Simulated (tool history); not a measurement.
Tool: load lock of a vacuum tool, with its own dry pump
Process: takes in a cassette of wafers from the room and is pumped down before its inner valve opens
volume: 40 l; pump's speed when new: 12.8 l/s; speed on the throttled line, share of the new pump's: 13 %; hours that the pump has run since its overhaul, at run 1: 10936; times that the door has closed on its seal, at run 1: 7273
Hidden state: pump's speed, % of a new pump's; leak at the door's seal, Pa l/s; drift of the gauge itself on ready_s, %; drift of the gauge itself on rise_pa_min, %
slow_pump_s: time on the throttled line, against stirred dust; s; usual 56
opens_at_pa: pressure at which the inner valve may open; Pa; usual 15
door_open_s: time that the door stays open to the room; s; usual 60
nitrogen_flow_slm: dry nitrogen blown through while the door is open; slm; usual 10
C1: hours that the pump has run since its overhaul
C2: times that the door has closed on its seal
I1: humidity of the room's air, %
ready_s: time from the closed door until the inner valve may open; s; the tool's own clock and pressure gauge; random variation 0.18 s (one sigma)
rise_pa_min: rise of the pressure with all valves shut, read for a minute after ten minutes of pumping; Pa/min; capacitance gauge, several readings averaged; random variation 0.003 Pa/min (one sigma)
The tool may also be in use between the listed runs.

run 1 hour=0 | slow_pump_s=56 opens_at_pa=15 door_open_s=60 nitrogen_flow_slm=10 | C1=10936 C2=7273 | I1=41.9 | ready_s=78.1 rise_pa_min=0.135
run 2 hour=177.5 | slow_pump_s=56 opens_at_pa=15 door_open_s=60 nitrogen_flow_slm=10 | C1=11113 C2=7800 | I1=45.4 | ready_s=78.8 rise_pa_min=0.145
run 3 hour=453.3 | slow_pump_s=56 opens_at_pa=15 door_open_s=60 nitrogen_flow_slm=10 | C1=11389 C2=8618 | I1=43.7 | ready_s=78.3 rise_pa_min=0.161
run 4 hour=711 | slow_pump_s=56 opens_at_pa=15 door_open_s=60 nitrogen_flow_slm=10 | C1=11647 C2=9382 | I1=48.6 | ready_s=78.9 rise_pa_min=0.17
run 5 hour=974.2 | slow_pump_s=56 opens_at_pa=15 door_open_s=60 nitrogen_flow_slm=10 | C1=11910 C2=10162 | I1=41.3 | ready_s=78.7 rise_pa_min=0.184
run 6 hour=1133.2 | slow_pump_s=56 opens_at_pa=15 door_open_s=60 nitrogen_flow_slm=10 | C1=12069 C2=10633 | I1=44.2 | ready_s=78.7 rise_pa_min=0.191
run 7 hour=1314 | slow_pump_s=56 opens_at_pa=15 door_open_s=60 nitrogen_flow_slm=10 | C1=12250 C2=11170 | I1=45 | ready_s=78.7 rise_pa_min=0.203
run 8 hour=1551.9 | slow_pump_s=56 opens_at_pa=15 door_open_s=60 nitrogen_flow_slm=10 | C1=12488 C2=11875 | I1=47.2 | ready_s=78.8 rise_pa_min=0.223
run 9 hour=1854.6 | slow_pump_s=56 opens_at_pa=27 door_open_s=60 nitrogen_flow_slm=10 | C1=12790 C2=12772 | I1=45.3 | ready_s=76.7 rise_pa_min=0.239
run 10 hour=2111.1 | slow_pump_s=56 opens_at_pa=15 door_open_s=60 nitrogen_flow_slm=10 | C1=13047 C2=13533 | I1=43.8 | ready_s=78.7 rise_pa_min=0.252
run 11 hour=2348.8 | slow_pump_s=56 opens_at_pa=15 door_open_s=60 nitrogen_flow_slm=10 | C1=13285 C2=14238 | I1=47 | ready_s=78.9 rise_pa_min=0.269
run 12 hour=2562.3 | slow_pump_s=56 opens_at_pa=15 door_open_s=39 nitrogen_flow_slm=10 | C1=13498 C2=14870 | I1=44.1 | ready_s=78.7 rise_pa_min=0.274
-- hour=2681.6 dry pump taken out, an overhauled one fitted
run 13 hour=2790.5 | slow_pump_s=56 opens_at_pa=15 door_open_s=39 nitrogen_flow_slm=10 | C1=109 C2=15529 | I1=47.3 | ready_s=75.9 rise_pa_min=0.301
run 14 hour=3132.6 | slow_pump_s=56 opens_at_pa=15 door_open_s=60 nitrogen_flow_slm=10 | C1=451 C2=16544 | I1=46.8 | ready_s=75.6 rise_pa_min=0.329
run 15 hour=3288.2 | slow_pump_s=56 opens_at_pa=15 door_open_s=60 nitrogen_flow_slm=10 | C1=607 C2=17005 | I1=44 | ready_s=76 rise_pa_min=0.331
run 16 hour=3507.5 | slow_pump_s=56 opens_at_pa=15 door_open_s=69 nitrogen_flow_slm=10 | C1=826 C2=17655 | I1=43.1 | ready_s=76.2 rise_pa_min=0.358
run 17 hour=3830.1 | slow_pump_s=56 opens_at_pa=15 door_open_s=157 nitrogen_flow_slm=10 | C1=1149 C2=18612 | I1=44.5 | ready_s=76.2 rise_pa_min=0.402
run 18 hour=3972.9 | slow_pump_s=56 opens_at_pa=15 door_open_s=157 nitrogen_flow_slm=10 | C1=1291 C2=19035 | I1=47.5 | ready_s=75.9 rise_pa_min=0.425
run 19 hour=4188.1 | slow_pump_s=56 opens_at_pa=15 door_open_s=157 nitrogen_flow_slm=10 | C1=1507 C2=19673 | I1=45.3 | ready_s=76.3 rise_pa_min=0.439
run 20 hour=4436.8 | slow_pump_s=56 opens_at_pa=16 door_open_s=60 nitrogen_flow_slm=8 | C1=1755 C2=20411 | I1=46.3 | ready_s=75.9 rise_pa_min=0.448
run 21 hour=4783 | slow_pump_s=82 opens_at_pa=15 door_open_s=60 nitrogen_flow_slm=7 | C1=2101 C2=21437 | I1=42.7 | ready_s=99.2 rise_pa_min=0.47
run 22 hour=5080.3 | slow_pump_s=29 opens_at_pa=19 door_open_s=27 nitrogen_flow_slm=9 | C1=2399 C2=22318 | I1=47.6 | ready_s=52.3 rise_pa_min=0.481
run 23 hour=5258.9 | slow_pump_s=29 opens_at_pa=19 door_open_s=27 nitrogen_flow_slm=9 | C1=2577 C2=22848 | I1=41.7 | ready_s=52.3 rise_pa_min=0.507
run 24 hour=5515.3 | slow_pump_s=29 opens_at_pa=19 door_open_s=27 nitrogen_flow_slm=9 | C1=2834 C2=23608 | I1=45.4 | ready_s=52.3 rise_pa_min=0.519

Run 25 comes next. What will it give?
run 25 hour=5850.4 | slow_pump_s=87 opens_at_pa=10 door_open_s=60 nitrogen_flow_slm=10 | C1=3169 C2=24602 | I1=40.9 | ready_s=? rise_pa_min=?

{"run 25": {"ready_s": 104.7, "rise_pa_min": 0.567}}
Without the tool's hidden state the same run would have given ready_s 104.4 s, rise_pa_min 0.027 Pa/min.
